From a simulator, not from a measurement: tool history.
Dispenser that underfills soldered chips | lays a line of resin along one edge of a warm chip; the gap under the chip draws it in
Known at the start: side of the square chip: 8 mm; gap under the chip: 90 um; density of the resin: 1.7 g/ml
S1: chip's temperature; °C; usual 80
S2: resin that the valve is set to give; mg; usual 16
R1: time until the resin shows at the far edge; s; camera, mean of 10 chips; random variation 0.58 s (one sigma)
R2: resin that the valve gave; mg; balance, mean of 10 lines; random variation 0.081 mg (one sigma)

{"run": 1, "day": 0.0, "S1": 80, "S2": 16, "R1": 60.5, "R2": 14.96}
{"run": 2, "day": 0.258, "S1": 80, "S2": 16, "R1": 78.4, "R2": 14.95}
{"day": 0.379, "done": "new syringe of resin"}
{"run": 3, "day": 0.462, "S1": 80, "S2": 17.3, "R1": 52.6, "R2": 16.08}
{"run": 4, "day": 0.625, "S1": 80, "S2": 17.3, "R1": 63, "R2": 16.18}
{"run": 5, "day": 0.767, "S1": 80, "S2": 15.2, "R1": 73, "R2": 14.13}
{"day": 0.971, "done": "new syringe of resin"}
{"run": 6, "day": 0.988, "S1": 80, "S2": 16, "R1": 49.8, "R2": 14.9}
{"run": 7, "day": 1.179, "S1": 80, "S2": 16, "R1": 62, "R2": 14.75}
{"run": 8, "day": 1.308, "S1": 80, "S2": 16, "R1": 69.3, "R2": 14.66}
{"run": 9, "day": 1.438, "S1": 80, "S2": 16, "R1": 77.3, "R2": 14.77}
{"day": 1.567, "done": "new syringe of resin"}
{"run": 10, "day": 1.604, "S1": 82, "S2": 16, "R1": 46.9, "R2": 14.68}
{"run": 11, "day": 1.746, "S1": 80, "S2": 13.7, "R1": 60.3, "R2": 12.57}
{"run": 12, "day": 1.938, "S1": 80, "S2": 13.7, "R1": 74.9, "R2": 12.56}
{"run": 13, "day": 2.075, "S1": 80, "S2": 16, "R1": 81.5, "R2": 14.62}
{"day": 2.167, "done": "new syringe of resin"}
{"run": 14, "day": 2.25, "S1": 80, "S2": 16, "R1": 52.4, "R2": 14.63}
{"run": 15, "day": 2.454, "S1": 80, "S2": 16, "R1": 65.2, "R2": 14.53}
{"run": 16, "day": 2.625, "S1": 80, "S2": 16, "R1": 76.6, "R2": 14.49}
{"day": 2.683, "done": "dispensing valve cleaned and set on the balance"}
{"day": 2.8, "done": "new syringe of resin"}
{"run": 17, "day": 2.817, "S1": 80, "S2": 16, "R1": 49.2, "R2": 15.99}
{"run": 18, "day": 2.95, "S1": 80, "S2": 16, "R1": 56.3, "R2": 15.95}
{"run": 19, "day": 3.129, "S1": 80, "S2": 16, "R1": 68.2, "R2": 15.81}
{"day": 3.4, "done": "new syringe of resin"}
{"run": 20, "day": 3.4, "S1": 92, "S2": 15.8, "R1": 29.6, "R2": 15.65}
{"run": 21, "day": 3.55, "S1": 92, "S2": 15.8, "R1": 35, "R2": 15.55}
{"run": 22, "day": 3.688, "S1": 92, "S2": 15.8, "R1": 39.1, "R2": 15.43}
{"run": 23, "day": 3.875, "S1": 76, "S2": 14.3, "R1": 94.3, "R2": 14.18}
{"day": 3.992, "done": "new syringe of resin"}
{"run": 24, "day": 4.054, "S1": 79, "S2": 16, "R1": 53.9, "R2": 15.57}
{"run": 25, "day": 4.279, "S1": 79, "S2": 16, "R1": 67.3, "R2": 15.61}
{"run": 26, "day": 4.454, "S1": 94, "S2": 16, "R1": 43.8, "R2": 15.42}
{"day": 4.596, "done": "new syringe of resin"}
{"run": 27, "day": 4.708, "S1": 74, "S2": 15.8, "R1": 69.5, "R2": 15.27}
{"run": 28, "day": 4.975, "S1": 74, "S2": 15.8, "R1": 92.8, "R2": 15.12}
{"day": 5.175, "done": "new syringe of resin"}
{"run": 29, "day": 5.238, "S1": 76, "S2": 18.3, "R1": 59.5, "R2": 17.54}
{"run": 30, "day": 5.475, "S1": 81, "S2": 14.2, "R1": 64.1, "R2": 13.57}
{"run": 31, "day": 5.683, "S1": 74, "S2": 19.3, "R1": 102.5, "R2": 18.67}
{"day": 5.771, "done": "new syringe of resin"}
{"run": 32, "day": 5.838, "S1": 94, "S2": 18.6, "R1": 28.8, "R2": 17.67}
{"run": 33, "day": 6.108, "S1": 76, "S2": 16, "R1": 78.5, "R2": 15.3}
{"run": 34, "day": 6.288, "S1": 80, "S2": 16.2, "R1": 80.7, "R2": 15.25}
{"day": 6.367, "done": "new syringe of resin"}
{"run": 35, "day": 6.462, "S1": 69, "S2": 15.5, "R1": 86.1, "R2": 14.6}
{"run": 36, "day": 6.654, "S1": 90, "S2": 20, "R1": 42.4, "R2": 18.86}
{"run": 37, "day": 6.808, "S1": 94, "S2": 16.1, "R1": 44.3, "R2": 15.16}

3 ways to go on from here, each from the tool as it stands after run 37. What would each give?
{"day": 6.967, "done": "new syringe of resin"}
{"run": "A", "day": 7.075, "S1": 68, "S2": 18, "R1": "?", "R2": "?"}
{"day": 6.967, "done": "new syringe of resin"}
{"run": "B", "day": 7.075, "S1": 80, "S2": 13.7, "R1": "?", "R2": "?"}
{"day": 6.967, "done": "new syringe of resin"}
{"run": "C", "day": 7.075, "S1": 73, "S2": 16.8, "R1": "?", "R2": "?"}

run=A R1=88.2 R2=16.9
run=B R1=56.1 R2=12.88
run=C R1=71.7 R2=15.68
Without the tool's hidden state the same runs would have given:
run=A R1=81.6 R2=18.04
run=B R1=51.1 R2=13.75
run=C R1=66.1 R2=16.74
